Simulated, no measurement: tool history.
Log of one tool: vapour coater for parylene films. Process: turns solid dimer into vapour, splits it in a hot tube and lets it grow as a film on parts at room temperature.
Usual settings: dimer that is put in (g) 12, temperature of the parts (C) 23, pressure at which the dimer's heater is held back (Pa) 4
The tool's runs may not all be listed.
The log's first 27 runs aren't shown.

run   hour  dimer that is put in (g)  temperature of the parts (C)  pressure at which the dimer's heater is held back (Pa)  hours of work since the trap's valve was overhauled  hours of work since the table's thermometer was calibrated  thickness of the film (nm)
 28  475.1                        12                            31                                                       4                                                   19                                                         955                        8260
 29  486.6                        12                            28                                                    3.28                                                   29                                                         965                        9360
 30  507.3                         9                            20                                                    4.48                                                   47                                                         983                        8350
 31  531.9                         9                            20                                                    4.48                                                   68                                                        1004                        8180
 32  547.2                        20                            23                                                    6.09                                                   81                                                        1017                       15330
 33  570.8                        14                            20                                                    5.95                                                  102                                                        1037                       11810
 34    596                        14                            20                                                    5.95                                                  123                                                        1059                       11700
 35  615.6                        14                            20                                                    5.95                                                  140                                                        1076                       11770
 36  640.5                        15                            23                                                     6.7                                                  162                                                        1097                       11090
 37  656.6                        17                            16                                                    8.92                                                  176                                                        1111                       14360
 38  670.5                        12                            28                                                       4                                                  187                                                        1123                        8810
 39    685                        12                            28                                                       4                                                  200                                                        1135                        8750
 40    706                        17                            31                                                       4                                                  218                                                        1154                       11240
 41  720.8                        17                            31                                                    3.62                                                  231                                                        1166                       11530
 42  745.4                        17                            31                                                    3.62                                                  252                                                        1187                       11440
 43  758.9                        17                            31                                                    3.62                                                  264                                                        1199                       11520
 44    771                        17                            31                                                    3.62                                                  274                                                        1209                       11310

Run 45 comes next. What will it give?
 45  792.2                        13                            20                                                    3.56                                                  292                                                        1228                           ?

thickness of the film (nm): 12240
Without the tool's hidden state the same run would have given thickness of the film (nm) 12750.

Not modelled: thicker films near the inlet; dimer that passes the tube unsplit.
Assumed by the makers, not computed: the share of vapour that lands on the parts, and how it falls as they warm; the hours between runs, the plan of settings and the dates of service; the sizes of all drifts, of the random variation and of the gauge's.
